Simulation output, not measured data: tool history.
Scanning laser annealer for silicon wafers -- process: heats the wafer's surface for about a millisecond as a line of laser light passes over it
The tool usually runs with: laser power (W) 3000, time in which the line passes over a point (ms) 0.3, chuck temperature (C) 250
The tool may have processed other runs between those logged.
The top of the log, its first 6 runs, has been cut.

run	day	laser power (W)	time in which the line passes over a point (ms)	chuck temperature (C)	highest temperature of the surface (C)
7	8.346	3000	0.3	250	1061
8	10.233	3000	0.3	250	1060
# day 11.079: optics aligned, line set to its width
9	11.642	3000	0.3	250	1071
10	12.783	3000	0.3	250	1072
11	13.746	3000	0.3	250	1070
12	14.667	3000	0.3	250	1070
13	15.675	3000	0.3	250	1070
14	17.771	3000	0.3	250	1067
15	19.933	3000	0.3	250	1067
16	22.067	3000	0.3	250	1067
17	23.646	3000	0.3	250	1068
18	25.058	3000	0.3	236	1053
19	26.992	3000	0.3	236	1050
20	29.079	3000	0.3	236	1050
21	30.8	3000	0.255	238	982
22	32.858	3000	0.255	238	981
23	34.579	3000	0.255	238	981
24	35.967	2827	0.224	246	892
25	37.742	2645	0.251	280	924
# day 38.054: laser's power meter calibrated
26	39.85	3000	0.312	285	1119
27	41.496	3098	0.227	250	970

What will run 28 give?
28	43.742	3098	0.227	250	?

{"run 28": {"highest temperature of the surface (C)": 969}}
Were there no unlogged condition in the tool, this run, its random variation unchanged, would have produced highest temperature of the surface (C) 979.
